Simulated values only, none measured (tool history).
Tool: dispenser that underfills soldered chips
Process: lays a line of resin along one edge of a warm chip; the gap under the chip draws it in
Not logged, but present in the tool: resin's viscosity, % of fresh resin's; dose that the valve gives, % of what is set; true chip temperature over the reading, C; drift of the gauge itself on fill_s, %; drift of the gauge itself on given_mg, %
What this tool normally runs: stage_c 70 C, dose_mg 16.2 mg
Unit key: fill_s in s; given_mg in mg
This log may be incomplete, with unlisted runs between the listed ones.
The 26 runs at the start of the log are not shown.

run   hour  stage_c  dose_mg  hours of work since the syringe was changed  hours of work since the valve was cleaned  hours of work since the stage was calibrated  fill_s  given_mg
 27  133.8       80     15.3                                            7                                         14                                           131    71.3     15.15
     135.1  -- new syringe of resin
 28  137.8       67     15.7                                            2                                         17                                           133    98.1     15.44
 29  142.9       67     15.7                                            5                                         20                                           137   115.6     15.39
     147.1  -- new syringe of resin
 30  148.9       67     15.7                                            1                                         24                                           140    98.2     15.44
 31  154.4       74     16.3                                            5                                         28                                           144    82.2     15.91
 32  158.4       74     16.2                                            8                                         30                                           147    92.4     15.66
     159.1  -- new syringe of resin
 33  161.9       83     17.7                                            2                                         33                                           149    48.9     17.28
 34  165.9       83     20.7                                            5                                         35                                           152    53.5     20.11
     171.4  -- new syringe of resin
 35  171.9       77     18.8                                            0                                         39                                           156    59.5     18.03
 36  177.8       83     15.0                                            4                                         43                                           160    57.1     14.46
     180.3  -- dispensing valve cleaned and set on the balance
 37  182.7       83     15.0                                            7                                          2                                           162    62.5     15.07

Here are 3 independent what-if runs from the current tool condition. What would each one return?
     184.6  -- new syringe of resin
  A  186.4       69     21.0                                            1                                          4                                           165       ?         ?
     184.6  -- new syringe of resin
  B  186.4       84     20.2                                            1                                          4                                           165       ?         ?
     184.6  -- new syringe of resin
  C  186.4       83     15.5                                            1                                          4                                           165       ?         ?

run  fill_s  given_mg
  A    82.2     20.97
  B    43.0     20.20
  C    48.4     15.52
With the hidden condition removed and each run's random variation left untouched, the same runs would have given:
run  fill_s  given_mg
  A    82.7     21.04
  B    43.1     20.27
  C    48.5     15.57

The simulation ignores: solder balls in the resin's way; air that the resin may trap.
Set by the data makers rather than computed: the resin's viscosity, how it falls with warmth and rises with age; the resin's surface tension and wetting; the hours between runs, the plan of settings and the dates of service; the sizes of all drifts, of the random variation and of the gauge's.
